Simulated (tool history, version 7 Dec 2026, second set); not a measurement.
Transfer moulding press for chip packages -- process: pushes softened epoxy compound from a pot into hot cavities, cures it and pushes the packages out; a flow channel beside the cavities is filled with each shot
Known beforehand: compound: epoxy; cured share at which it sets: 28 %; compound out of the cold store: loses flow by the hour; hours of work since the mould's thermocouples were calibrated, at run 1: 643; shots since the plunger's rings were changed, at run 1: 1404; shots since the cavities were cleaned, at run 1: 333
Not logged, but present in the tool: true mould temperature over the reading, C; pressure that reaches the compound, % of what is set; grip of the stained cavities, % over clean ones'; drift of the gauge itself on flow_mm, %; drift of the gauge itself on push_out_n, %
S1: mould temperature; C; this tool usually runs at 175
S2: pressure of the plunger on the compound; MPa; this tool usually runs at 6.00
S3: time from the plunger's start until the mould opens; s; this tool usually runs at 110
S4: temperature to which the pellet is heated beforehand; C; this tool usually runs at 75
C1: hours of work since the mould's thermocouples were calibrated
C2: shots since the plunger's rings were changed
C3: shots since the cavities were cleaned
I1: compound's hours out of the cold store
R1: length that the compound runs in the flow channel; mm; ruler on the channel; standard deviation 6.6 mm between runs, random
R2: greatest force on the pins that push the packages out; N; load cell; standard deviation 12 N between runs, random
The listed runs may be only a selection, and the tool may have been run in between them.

{"run": 1, "hour": 0.0, "S1": 175, "S2": 6.0, "S3": 110, "S4": 75, "C1": 643, "C2": 1404, "C3": 333, "I1": 13.6, "R1": 950, "R2": 723}
{"run": 2, "hour": 45.4, "S1": 175, "S2": 6.0, "S3": 110, "S4": 75, "C1": 669, "C2": 1846, "C3": 775, "I1": 40.4, "R1": 857, "R2": 792}
{"hour": 78.2, "done": "cavities cleaned with cleaning compound and waxed"}
{"run": 3, "hour": 98.5, "S1": 175, "S2": 6.0, "S3": 117, "S4": 75, "C1": 699, "C2": 2347, "C3": 197, "I1": 9.0, "R1": 973, "R2": 867}
{"run": 4, "hour": 162.5, "S1": 175, "S2": 6.0, "S3": 117, "S4": 80, "C1": 736, "C2": 2968, "C3": 818, "I1": 43.5, "R1": 833, "R2": 801}
{"hour": 194.7, "done": "cavities cleaned with cleaning compound and waxed"}
{"run": 5, "hour": 213.0, "S1": 175, "S2": 6.0, "S3": 117, "S4": 80, "C1": 764, "C2": 3444, "C3": 177, "I1": 8.4, "R1": 961, "R2": 619}
{"hour": 224.8, "done": "mould's thermocouples calibrated"}
{"run": 6, "hour": 277.1, "S1": 175, "S2": 6.0, "S3": 117, "S4": 80, "C1": 30, "C2": 4048, "C3": 781, "I1": 14.0, "R1": 943, "R2": 770}
{"hour": 305.8, "done": "cavities cleaned with cleaning compound and waxed, once more"}
{"run": 7, "hour": 321.5, "S1": 175, "S2": 6.8, "S3": 117, "S4": 80, "C1": 55, "C2": 4464, "C3": 152, "I1": 19.9, "R1": 975, "R2": 585}
{"run": 8, "hour": 381.2, "S1": 175, "S2": 6.8, "S3": 117, "S4": 80, "C1": 89, "C2": 5044, "C3": 732, "I1": 34.1, "R1": 887, "R2": 755}
{"hour": 421.1, "done": "cavities cleaned with cleaning compound and waxed"}
{"hour": 428.1, "done": "plunger's sealing rings changed"}
{"run": 9, "hour": 429.2, "S1": 175, "S2": 6.8, "S3": 117, "S4": 80, "C1": 115, "C2": 11, "C3": 55, "I1": 24.9, "R1": 993, "R2": 551}
{"run": 10, "hour": 480.3, "S1": 175, "S2": 6.8, "S3": 117, "S4": 80, "C1": 144, "C2": 507, "C3": 551, "I1": 11.4, "R1": 1049, "R2": 760}
{"run": 11, "hour": 530.7, "S1": 175, "S2": 6.0, "S3": 110, "S4": 75, "C1": 173, "C2": 997, "C3": 1041, "I1": 16.2, "R1": 949, "R2": 879}
{"hour": 537.4, "done": "cavities cleaned with cleaning compound and waxed"}
{"run": 12, "hour": 575.5, "S1": 175, "S2": 6.0, "S3": 110, "S4": 75, "C1": 198, "C2": 1417, "C3": 369, "I1": 46.4, "R1": 828, "R2": 734}
{"run": 13, "hour": 637.8, "S1": 175, "S2": 5.98, "S3": 110, "S4": 75, "C1": 234, "C2": 2022, "C3": 974, "I1": 24.5, "R1": 913, "R2": 871}
{"hour": 650.7, "done": "cavities cleaned with cleaning compound and waxed"}
{"run": 14, "hour": 683.7, "S1": 175, "S2": 5.3, "S3": 110, "S4": 75, "C1": 260, "C2": 2454, "C3": 321, "I1": 38.0, "R1": 810, "R2": 734}
{"run": 15, "hour": 746.1, "S1": 175, "S2": 5.3, "S3": 110, "S4": 75, "C1": 296, "C2": 3060, "C3": 927, "I1": 33.1, "R1": 817, "R2": 821}
{"hour": 762.8, "done": "cavities cleaned with cleaning compound and waxed"}
{"run": 16, "hour": 794.4, "S1": 172, "S2": 5.3, "S3": 110, "S4": 67, "C1": 323, "C2": 3515, "C3": 307, "I1": 29.1, "R1": 836, "R2": 834}
{"run": 17, "hour": 858.7, "S1": 173, "S2": 6.0, "S3": 110, "S4": 71, "C1": 360, "C2": 4139, "C3": 931, "I1": 40.1, "R1": 843, "R2": 913}
{"hour": 875.9, "done": "cavities cleaned with cleaning compound and waxed"}
{"run": 18, "hour": 887.7, "S1": 173, "S2": 6.0, "S3": 110, "S4": 71, "C1": 376, "C2": 4406, "C3": 115, "I1": 25.0, "R1": 894, "R2": 710}
{"run": 19, "hour": 926.3, "S1": 173, "S2": 6.0, "S3": 110, "S4": 71, "C1": 398, "C2": 4781, "C3": 490, "I1": 9.3, "R1": 949, "R2": 880}
{"run": 20, "hour": 958.4, "S1": 173, "S2": 6.0, "S3": 110, "S4": 71, "C1": 417, "C2": 5093, "C3": 802, "I1": 42.3, "R1": 814, "R2": 857}
{"hour": 991.4, "done": "cavities cleaned with cleaning compound and waxed"}
{"hour": 998.3, "done": "plunger's sealing rings changed"}
{"run": 21, "hour": 1024.9, "S1": 178, "S2": 7.01, "S3": 96, "S4": 78, "C1": 453, "C2": 259, "C3": 301, "I1": 18.0, "R1": 1024, "R2": 761}
{"run": 22, "hour": 1065.1, "S1": 178, "S2": 7.01, "S3": 96, "S4": 78, "C1": 476, "C2": 650, "C3": 692, "I1": 47.5, "R1": 895, "R2": 790}
{"run": 23, "hour": 1097.0, "S1": 180, "S2": 5.31, "S3": 123, "S4": 81, "C1": 494, "C2": 959, "C3": 1001, "I1": 17.6, "R1": 877, "R2": 683}
{"hour": 1109.0, "done": "cavities cleaned with cleaning compound and waxed"}
{"run": 24, "hour": 1151.1, "S1": 180, "S2": 5.31, "S3": 123, "S4": 81, "C1": 524, "C2": 1470, "C3": 409, "I1": 35.9, "R1": 812, "R2": 627}
{"run": 25, "hour": 1180.2, "S1": 183, "S2": 5.31, "S3": 105, "S4": 81, "C1": 541, "C2": 1753, "C3": 692, "I1": 35.8, "R1": 811, "R2": 663}
{"hour": 1222.1, "done": "cavities cleaned with cleaning compound and waxed"}
{"run": 26, "hour": 1229.4, "S1": 183, "S2": 5.31, "S3": 105, "S4": 81, "C1": 569, "C2": 2216, "C3": 70, "I1": 31.5, "R1": 809, "R2": 514}
{"run": 27, "hour": 1258.5, "S1": 182, "S2": 5.19, "S3": 116, "S4": 81, "C1": 586, "C2": 2499, "C3": 353, "I1": 12.4, "R1": 865, "R2": 602}
{"run": 28, "hour": 1299.8, "S1": 182, "S2": 5.19, "S3": 116, "S4": 81, "C1": 609, "C2": 2900, "C3": 754, "I1": 47.9, "R1": 741, "R2": 662}
{"hour": 1335.3, "done": "cavities cleaned with cleaning compound and waxed"}
{"run": 29, "hour": 1355.7, "S1": 182, "S2": 7.45, "S3": 99, "S4": 81, "C1": 641, "C2": 3429, "C3": 198, "I1": 13.3, "R1": 1024, "R2": 594}

What would each run have given without the hidden state, its run-to-run variation left as it was?
run=1 R1=968 R2=573
run=2 R1=876 R2=551
run=3 R1=1001 R2=537
run=4 R1=863 R2=513
run=5 R1=1000 R2=540
run=6 R1=984 R2=517
run=7 R1=1023 R2=498
run=8 R1=937 R2=511
run=9 R1=995 R2=517
run=10 R1=1056 R2=533
run=11 R1=960 R2=580
run=12 R1=842 R2=551
run=13 R1=934 R2=581
run=14 R1=833 R2=571
run=15 R1=846 R2=557
run=16 R1=870 R2=672
run=17 R1=884 R2=625
run=18 R1=940 R2=643
run=19 R1=1002 R2=658
run=20 R1=862 R2=597
run=21 R1=1031 R2=608
run=22 R1=904 R2=557
run=23 R1=889 R2=446
run=24 R1=827 R2=454
run=25 R1=829 R2=451
run=26 R1=830 R2=462
run=27 R1=891 R2=446
run=28 R1=766 R2=443
run=29 R1=1065 R2=507
